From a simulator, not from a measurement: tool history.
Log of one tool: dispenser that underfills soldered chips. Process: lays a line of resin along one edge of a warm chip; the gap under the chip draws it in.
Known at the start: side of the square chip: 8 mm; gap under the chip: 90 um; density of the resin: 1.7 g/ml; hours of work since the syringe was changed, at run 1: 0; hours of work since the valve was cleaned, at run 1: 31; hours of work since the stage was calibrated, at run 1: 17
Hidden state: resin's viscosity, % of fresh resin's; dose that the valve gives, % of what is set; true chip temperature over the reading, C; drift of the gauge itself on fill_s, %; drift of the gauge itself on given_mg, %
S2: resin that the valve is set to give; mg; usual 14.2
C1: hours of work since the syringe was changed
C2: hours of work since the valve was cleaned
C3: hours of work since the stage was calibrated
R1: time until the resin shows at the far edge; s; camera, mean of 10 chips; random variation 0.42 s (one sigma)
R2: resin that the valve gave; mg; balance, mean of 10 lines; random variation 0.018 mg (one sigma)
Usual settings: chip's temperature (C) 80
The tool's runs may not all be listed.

{"run": 1, "day": 0.0, "chip's temperature (C)": 80, "S2": 14.2, "C1": 0, "C2": 31, "C3": 17, "R1": 30.7, "R2": 14.09}
{"run": 2, "day": 0.171, "chip's temperature (C)": 93, "S2": 14.2, "C1": 3, "C2": 34, "C3": 19, "R1": 19.3, "R2": 14.05}
{"day": 0.317, "done": "new syringe of resin"}
{"run": 3, "day": 0.438, "chip's temperature (C)": 80, "S2": 14.2, "C1": 2, "C2": 38, "C3": 23, "R1": 34.1, "R2": 14.05}
{"day": 0.679, "done": "new syringe of resin"}
{"run": 4, "day": 0.733, "chip's temperature (C)": 80, "S2": 13.9, "C1": 1, "C2": 42, "C3": 28, "R1": 30.1, "R2": 13.7}
{"day": 1.025, "done": "new syringe of resin"}
{"run": 5, "day": 1.054, "chip's temperature (C)": 80, "S2": 13.9, "C1": 0, "C2": 47, "C3": 33, "R1": 31.4, "R2": 13.68}
{"day": 1.362, "done": "new syringe of resin"}
{"run": 6, "day": 1.362, "chip's temperature (C)": 80, "S2": 13.9, "C1": 0, "C2": 52, "C3": 38, "R1": 28.3, "R2": 13.67}
{"run": 7, "day": 1.617, "chip's temperature (C)": 80, "S2": 13.9, "C1": 4, "C2": 56, "C3": 42, "R1": 38.6, "R2": 13.65}
{"day": 1.708, "done": "new syringe of resin"}
{"run": 8, "day": 1.925, "chip's temperature (C)": 80, "S2": 13.9, "C1": 3, "C2": 61, "C3": 47, "R1": 37.7, "R2": 13.63}
{"day": 2.067, "done": "new syringe of resin"}
{"run": 9, "day": 2.283, "chip's temperature (C)": 80, "S2": 13.9, "C1": 3, "C2": 67, "C3": 52, "R1": 37.7, "R2": 13.6}
{"day": 2.404, "done": "new syringe of resin"}
{"run": 10, "day": 2.529, "chip's temperature (C)": 80, "S2": 15.9, "C1": 2, "C2": 70, "C3": 56, "R1": 33.4, "R2": 15.48}
{"day": 2.654, "done": "dispensing valve cleaned and set on the balance"}
{"day": 2.796, "done": "new syringe of resin"}
{"run": 11, "day": 2.946, "chip's temperature (C)": 80, "S2": 15.9, "C1": 2, "C2": 4, "C3": 62, "R1": 34.3, "R2": 15.8}
{"day": 3.138, "done": "new syringe of resin"}
{"run": 12, "day": 3.146, "chip's temperature (C)": 80, "S2": 15.9, "C1": 0, "C2": 7, "C3": 65, "R1": 29.1, "R2": 15.78}
{"run": 13, "day": 3.417, "chip's temperature (C)": 80, "S2": 15.9, "C1": 4, "C2": 12, "C3": 69, "R1": 38.4, "R2": 15.79}
{"day": 3.496, "done": "new syringe of resin"}
{"run": 14, "day": 3.621, "chip's temperature (C)": 93, "S2": 14.2, "C1": 2, "C2": 15, "C3": 72, "R1": 18.6, "R2": 14.08}
{"day": 3.829, "done": "new syringe of resin"}
{"run": 15, "day": 3.854, "chip's temperature (C)": 80, "S2": 14.2, "C1": 0, "C2": 18, "C3": 76, "R1": 30.5, "R2": 14.05}
{"day": 4.167, "done": "new syringe of resin"}
{"run": 16, "day": 4.246, "chip's temperature (C)": 80, "S2": 15.8, "C1": 1, "C2": 25, "C3": 82, "R1": 31.7, "R2": 15.6}
{"day": 4.508, "done": "new syringe of resin"}
{"run": 17, "day": 4.638, "chip's temperature (C)": 81, "S2": 15.5, "C1": 2, "C2": 31, "C3": 88, "R1": 32.4, "R2": 15.23}
{"day": 4.871, "done": "new syringe of resin"}
{"run": 18, "day": 4.958, "chip's temperature (C)": 92, "S2": 13.6, "C1": 1, "C2": 36, "C3": 93, "R1": 18.2, "R2": 13.37}
{"day": 5.229, "done": "new syringe of resin"}
{"run": 19, "day": 5.292, "chip's temperature (C)": 92, "S2": 13.6, "C1": 1, "C2": 41, "C3": 98, "R1": 18.0, "R2": 13.37}
{"day": 5.571, "done": "new syringe of resin"}
{"run": 20, "day": 5.671, "chip's temperature (C)": 92, "S2": 14.5, "C1": 2, "C2": 47, "C3": 104, "R1": 18.8, "R2": 14.17}
{"day": 5.917, "done": "new syringe of resin"}
{"run": 21, "day": 6.042, "chip's temperature (C)": 75, "S2": 17.6, "C1": 2, "C2": 52, "C3": 110, "R1": 42.6, "R2": 17.16}
{"day": 6.271, "done": "new syringe of resin"}
{"run": 22, "day": 6.271, "chip's temperature (C)": 92, "S2": 14.2, "C1": 0, "C2": 56, "C3": 113, "R1": 16.7, "R2": 13.85}
{"run": 23, "day": 6.5, "chip's temperature (C)": 92, "S2": 14.2, "C1": 4, "C2": 60, "C3": 117, "R1": 21.4, "R2": 13.81}
{"day": 6.608, "done": "new syringe of resin"}
{"run": 24, "day": 6.675, "chip's temperature (C)": 78, "S2": 13.7, "C1": 1, "C2": 62, "C3": 119, "R1": 35.4, "R2": 13.29}
{"run": 25, "day": 6.867, "chip's temperature (C)": 81, "S2": 15.4, "C1": 4, "C2": 65, "C3": 123, "R1": 37.4, "R2": 14.98}
{"day": 6.958, "done": "new syringe of resin"}
{"run": 26, "day": 7.175, "chip's temperature (C)": 88, "S2": 14.1, "C1": 3, "C2": 70, "C3": 127, "R1": 25.1, "R2": 13.71}
{"day": 7.317, "done": "dispensing valve cleaned and set on the balance"}
{"day": 7.354, "done": "new syringe of resin"}
{"run": 27, "day": 7.408, "chip's temperature (C)": 94, "S2": 14.2, "C1": 1, "C2": 1, "C3": 130, "R1": 16.6, "R2": 14.23}
{"run": 28, "day": 7.65, "chip's temperature (C)": 80, "S2": 17.8, "C1": 5, "C2": 5, "C3": 134, "R1": 40.6, "R2": 17.84}
{"day": 7.696, "done": "new syringe of resin"}
{"run": 29, "day": 7.871, "chip's temperature (C)": 73, "S2": 14.9, "C1": 3, "C2": 9, "C3": 137, "R1": 51.0, "R2": 14.9}

3 ways to go on from here, each from the tool as it stands after run 29. What would each give?
{"day": 8.033, "done": "new syringe of resin"}
{"run": "A", "day": 8.246, "chip's temperature (C)": 73, "S2": 15.2, "C1": 3, "C2": 14, "C3": 143, "R1": "?", "R2": "?"}
{"day": 8.033, "done": "new syringe of resin"}
{"run": "B", "day": 8.246, "chip's temperature (C)": 73, "S2": 16.6, "C1": 3, "C2": 14, "C3": 143, "R1": "?", "R2": "?"}
{"day": 8.033, "done": "new syringe of resin"}
{"run": "C", "day": 8.246, "chip's temperature (C)": 84, "S2": 14.4, "C1": 3, "C2": 14, "C3": 143, "R1": "?", "R2": "?"}

run=A R1=52.8 R2=15.17
run=B R1=51.5 R2=16.56
run=C R1=30.5 R2=14.36
Without the tool's hidden state the same runs would have given:
run=A R1=41.4 R2=15.20
run=B R1=40.3 R2=16.60
run=C R1=24.0 R2=14.39

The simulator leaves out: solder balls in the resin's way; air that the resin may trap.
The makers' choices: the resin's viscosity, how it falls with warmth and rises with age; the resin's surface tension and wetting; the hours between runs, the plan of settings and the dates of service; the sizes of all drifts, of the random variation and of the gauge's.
